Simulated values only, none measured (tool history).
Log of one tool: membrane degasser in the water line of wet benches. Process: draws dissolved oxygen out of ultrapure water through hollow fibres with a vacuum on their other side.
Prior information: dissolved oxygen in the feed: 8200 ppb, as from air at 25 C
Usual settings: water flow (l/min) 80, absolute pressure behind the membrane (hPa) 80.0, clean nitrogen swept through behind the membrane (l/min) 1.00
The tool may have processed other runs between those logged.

run      day  water flow (l/min)  absolute pressure behind the membrane (hPa)  clean nitrogen swept through behind the membrane (l/min)  dissolved oxygen in the water behind the degasser (ppb)  pressure that the water loses in the fibres (hPa)
  1    0.000                  80                                         80.0                                                      1.00                                                    745.4                                              686.4
  2    7.938                  80                                         80.0                                                      1.00                                                    753.4                                              684.6
  3   17.117                  80                                         80.0                                                      1.00                                                    751.4                                              690.3
  4   24.875                  80                                         80.0                                                      1.00                                                    744.8                                              694.9
  5   31.542                  80                                         80.0                                                      1.38                                                    629.6                                              690.3
  6   35.804                  80                                         80.0                                                      1.00                                                    735.5                                              690.4
  7   40.225                  80                                         80.0                                                      0.54                                                    988.1                                              690.4
  8   48.425                  80                                         80.0                                                      1.00                                                    758.5                                              693.9
  9   56.567                  80                                         80.0                                                      1.00                                                    753.7                                              694.0
 10   61.142                  80                                         80.0                                                      1.00                                                    750.3                                              697.3
 11   65.754                  80                                         80.0                                                      1.00                                                    761.5                                              695.5
 12   70.258                  80                                         80.0                                                      1.00                                                    747.9                                              693.1
 13   78.704                  80                                         80.0                                                      1.00                                                    747.0                                              699.1
 14   86.238                  80                                         80.0                                                      1.00                                                    757.6                                              698.4
 15   94.129                  80                                         80.0                                                      1.00                                                    746.0                                              701.8
 16   98.596                  80                                         80.0                                                      1.00                                                    756.6                                              695.2
 17  102.408                  80                                         80.0                                                      1.00                                                    750.7                                              698.5
 18  109.946                 100                                         72.7                                                      1.01                                                    824.3                                              875.3
 19  114.900                  59                                         80.0                                                      1.00                                                    566.4                                              515.2
 20  120.754                  80                                         80.0                                                      0.83                                                    829.8                                              698.0
 21  125.304                  64                                        111.8                                                      0.44                                                   1451.2                                              561.1
     125.900  -- vacuum gauge calibrated
 22  134.029                  64                                        111.8                                                      0.44                                                   1436.7                                              558.0
 23  142.258                  64                                        111.8                                                      0.44                                                   1451.6                                              564.0
     147.867  -- vacuum gauge calibrated, once more
 24  149.596                  81                                         52.9                                                      1.64                                                    362.7                                              712.8
 25  158.646                 111                                         52.9                                                      1.02                                                    654.7                                              978.8
 26  164.242                 111                                         52.9                                                      1.02                                                    668.3                                              975.5
     170.971  -- seals of the vacuum lines changed
 27  172.925                 111                                         52.9                                                      1.02                                                    656.0                                              978.2
 28  179.992                 111                                         52.9                                                      1.48                                                    601.6                                              979.7
 29  189.412                 126                                         80.0                                                      1.00                                                   1190.7                                             1120.2
 30  196.346                 126                                         80.0                                                      1.00                                                   1173.0                                             1126.0
 31  203.562                 112                                        117.8                                                      1.00                                                   1565.0                                              995.9

Branching from run 31: 5 alternative next runs. What would each branch give?
  A  210.258                  91                                        117.8                                                      1.00                                                        ?                                                  ?
  B  210.258                  82                                         80.0                                                      2.02                                                        ?                                                  ?
  C  210.258                  97                                         62.5                                                      1.00                                                        ?                                                  ?
  D  210.258                  80                                         80.0                                                      1.59                                                        ?                                                  ?
  E  210.258                  67                                        123.1                                                      2.17                                                        ?                                                  ?

run  dissolved oxygen in the water behind the degasser (ppb)  pressure that the water loses in the fibres (hPa)
  A                                                   1326.9                                              807.2
  B                                                    544.9                                              725.8
  C                                                    715.7                                              857.7
  D                                                    610.0                                              712.6
  E                                                    667.4                                              597.7
Without the tool's hidden state the same runs would have given:
run  dissolved oxygen in the water behind the degasser (ppb)  pressure that the water loses in the fibres (hPa)
  A                                                   1283.1                                              756.3
  B                                                    503.5                                              680.1
  C                                                    658.0                                              803.6
  D                                                    569.7                                              667.7
  E                                                    639.8                                              559.9

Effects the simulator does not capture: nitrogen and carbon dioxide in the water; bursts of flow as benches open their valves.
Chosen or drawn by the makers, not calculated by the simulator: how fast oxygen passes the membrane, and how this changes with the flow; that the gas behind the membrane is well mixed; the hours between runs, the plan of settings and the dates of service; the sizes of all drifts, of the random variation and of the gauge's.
